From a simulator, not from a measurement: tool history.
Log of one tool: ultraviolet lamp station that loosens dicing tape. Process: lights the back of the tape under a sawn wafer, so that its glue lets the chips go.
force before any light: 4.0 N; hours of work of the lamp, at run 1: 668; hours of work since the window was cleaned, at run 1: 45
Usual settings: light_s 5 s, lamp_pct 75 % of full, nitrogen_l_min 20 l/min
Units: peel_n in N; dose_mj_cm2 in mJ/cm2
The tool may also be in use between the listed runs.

| run | hour | light_s | lamp_pct | nitrogen_l_min | hours of work of the lamp | hours of work since the window was cleaned | peel_n | dose_mj_cm2 |
|---|---|---|---|---|---|---|---|---|
| 1 | 0.0 | 5 | 75 | 20 | 668 | 45 | 0.783 | 303 |
| 2 | 79.4 | 5 | 75 | 20 | 707 | 84 | 0.807 | 295 |
| 3 | 164.5 | 5 | 75 | 20 | 748 | 125 | 0.850 | 286 |
| 4 | 238.3 | 5 | 75 | 20 | 784 | 161 | 0.856 | 279 |
| 5 | 278.9 | 5 | 75 | 20 | 803 | 180 | 0.863 | 278 |
|  | 338.5 | lamp changed |
| 6 | 357.6 | 5 | 75 | 20 | 9 | 218 | 0.577 | 376 |
|  | 444.5 | window cleaned of glue's vapour |
| 7 | 444.5 | 5 | 75 | 20 | 51 | 0 | 0.558 | 386 |
| 8 | 498.9 | 5 | 75 | 20 | 77 | 26 | 0.536 | 383 |
| 9 | 583.1 | 5 | 75 | 20 | 118 | 67 | 0.569 | 373 |
| 10 | 647.5 | 6 | 75 | 20 | 149 | 98 | 0.444 | 441 |
| 11 | 694.5 | 5 | 75 | 24 | 172 | 121 | 0.558 | 359 |
| 12 | 768.0 | 5 | 75 | 20 | 207 | 156 | 0.611 | 351 |
| 13 | 826.0 | 10 | 75 | 20 | 235 | 184 | 0.218 | 691 |
| 14 | 891.6 | 10 | 75 | 20 | 267 | 216 | 0.247 | 688 |
| 15 | 939.2 | 10 | 75 | 20 | 290 | 239 | 0.237 | 677 |
|  | 977.9 | window cleaned of glue's vapour |
| 16 | 995.7 | 10 | 75 | 20 | 317 | 9 | 0.224 | 690 |
| 17 | 1035.6 | 6 | 72 | 14 | 336 | 28 | 0.592 | 396 |
| 18 | 1098.0 | 2 | 85 | 12 | 367 | 58 | 1.832 | 149 |
| 19 | 1183.8 | 5 | 89 | 20 | 408 | 100 | 0.511 | 394 |
| 20 | 1244.7 | 5 | 89 | 20 | 437 | 129 | 0.520 | 385 |
| 21 | 1294.6 | 5 | 89 | 20 | 462 | 153 | 0.519 | 383 |
| 22 | 1361.5 | 5 | 73 | 23 | 494 | 185 | 0.733 | 310 |
| 23 | 1411.7 | 2 | 79 | 20 | 518 | 210 | 1.925 | 132 |
| 24 | 1474.1 | 3 | 75 | 37 | 548 | 240 | 1.248 | 184 |
|  | 1514.7 | window cleaned of glue's vapour |
| 25 | 1542.8 | 3 | 75 | 37 | 581 | 14 | 1.216 | 185 |

4 ways to go on from here, each from the tool as it stands after run 25. What would each give?
| A | 1634.4 | 5 | 67 | 20 | 625 | 58 | ? | ? |
| B | 1634.4 | 5 | 67 | 15 | 625 | 58 | ? | ? |
| C | 1634.4 | 8 | 75 | 37 | 625 | 58 | ? | ? |
| D | 1634.4 | 3 | 65 | 11 | 625 | 58 | ? | ? |

| run | peel_n | dose_mj_cm2 |
|---|---|---|
| A | 0.884 | 273 |
| B | 0.975 | 275 |
| C | 0.305 | 492 |
| D | 1.786 | 159 |
Without the tool's hidden state the same runs would have given:
| run | peel_n | dose_mj_cm2 |
|---|---|---|
| A | 0.619 | 351 |
| B | 0.691 | 353 |
| C | 0.228 | 631 |
| D | 1.441 | 204 |
